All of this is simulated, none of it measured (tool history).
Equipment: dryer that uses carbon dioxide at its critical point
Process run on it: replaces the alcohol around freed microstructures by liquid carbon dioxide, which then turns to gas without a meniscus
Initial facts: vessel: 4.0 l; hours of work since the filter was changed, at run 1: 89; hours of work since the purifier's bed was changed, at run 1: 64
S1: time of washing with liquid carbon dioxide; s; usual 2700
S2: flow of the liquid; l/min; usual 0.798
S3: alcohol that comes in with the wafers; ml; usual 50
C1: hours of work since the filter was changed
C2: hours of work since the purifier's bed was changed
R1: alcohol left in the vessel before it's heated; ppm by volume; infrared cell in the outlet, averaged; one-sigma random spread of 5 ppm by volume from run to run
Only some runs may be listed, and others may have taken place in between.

Run 1, hour 0.0: usual settings; C1 89; C2 64. Result: R1 40 ppm by volume.
Run 2, hour 7.6: usual settings but S3 45 ml; C1 92; C2 67. Result: R1 30 ppm by volume.
Run 3, hour 16.7: usual settings but S3 45 ml; C1 95; C2 71. Result: R1 34 ppm by volume.
Run 4, hour 21.5: usual settings but S2 1.205 l/min, S3 45 ml; C1 97; C2 73. Result: R1 28 ppm by volume.
Run 5, hour 29.7: usual settings but S2 1.205 l/min, S3 45 ml; C1 100; C2 76. Result: R1 28 ppm by volume.
Run 6, hour 37.9: usual settings but S3 64 ml; C1 103; C2 79. Result: R1 46 ppm by volume.
Run 7, hour 42.6: usual settings but S3 45 ml; C1 105; C2 81. Result: R1 27 ppm by volume.
Run 8, hour 47.7: usual settings but S3 30 ml; C1 107; C2 82. Result: R1 40 ppm by volume.
Run 9, hour 54.9: usual settings but S3 30 ml; C1 110; C2 85. Result: R1 36 ppm by volume.
Run 10, hour 64.0: usual settings but S3 30 ml; C1 113; C2 89. Result: R1 32 ppm by volume.
Run 11, hour 72.4: usual settings; C1 116; C2 92. Result: R1 30 ppm by volume.
Run 12, hour 78.3: usual settings but S1 1680 s; C1 118; C2 94. Result: R1 150 ppm by volume.
Run 13, hour 88.0: usual settings but S1 2760 s; C1 122; C2 98. Result: R1 42 ppm by volume.
Run 14, hour 97.8: usual settings but S1 2760 s; C1 126; C2 102. Result: R1 42 ppm by volume.
Run 15, hour 102.4: usual settings but S1 2760 s; C1 128; C2 103. Result: R1 42 ppm by volume.
Run 16, hour 110.8: usual settings but S1 3360 s, S2 1.211 l/min, S3 31 ml; C1 131; C2 106. Result: R1 31 ppm by volume.
Run 17, hour 115.2: usual settings but S1 3000 s, S2 0.903 l/min, S3 41 ml; C1 132; C2 108. Result: R1 45 ppm by volume.
Run 18, hour 119.7: usual settings but S3 21 ml; C1 134; C2 110. Result: R1 42 ppm by volume.
Run 19, hour 127.1: usual settings but S1 3660 s, S2 0.666 l/min, S3 48 ml; C1 137; C2 113. Result: R1 53 ppm by volume.
Run 20, hour 136.6: usual settings but S1 3960 s; C1 141; C2 116. Result: R1 43 ppm by volume.
Run 21, hour 143.0: usual settings but S1 3060 s, S2 0.807 l/min, S3 35 ml; C1 143; C2 119. Result: R1 47 ppm by volume.
Run 22, hour 149.7: usual settings but S1 3060 s, S2 0.546 l/min, S3 35 ml; C1 146; C2 121. Result: R1 66 ppm by volume.
Run 23, hour 155.8: usual settings but S1 3060 s, S3 68 ml; C1 148; C2 124. Result: R1 61 ppm by volume.
Run 24, hour 163.9: usual settings but S2 1.213 l/min, S3 118 ml; C1 151; C2 127. Result: R1 40 ppm by volume.
Run 25, hour 168.7: usual settings but S2 1.213 l/min, S3 118 ml; C1 153; C2 129. Result: R1 50 ppm by volume.

Below, each run's measurement less what the same run would have read without the hidden state. Both values contain the same run-to-run variation, but the gauge's scatter may not be the same in both:
Unlogged tool condition in this case: flow that reaches the vessel past the clogged filter, %; alcohol in the recycled carbon dioxide, ppm; drift of the gauge itself on alcohol_ppm, %.
run   R1
  1  +20
  2  +21
  3  +22
  4  +22
  5  +24
  6  +24
  7  +24
  8  +25
  9  +26
 10  +27
 11  +28
 12  +37
 13  +30
 14  +31
 15  +32
 16  +31
 17  +34
 18  +34
 19  +35
 20  +36
 21  +36
 22  +39
 23  +39
 24  +38
 25  +39
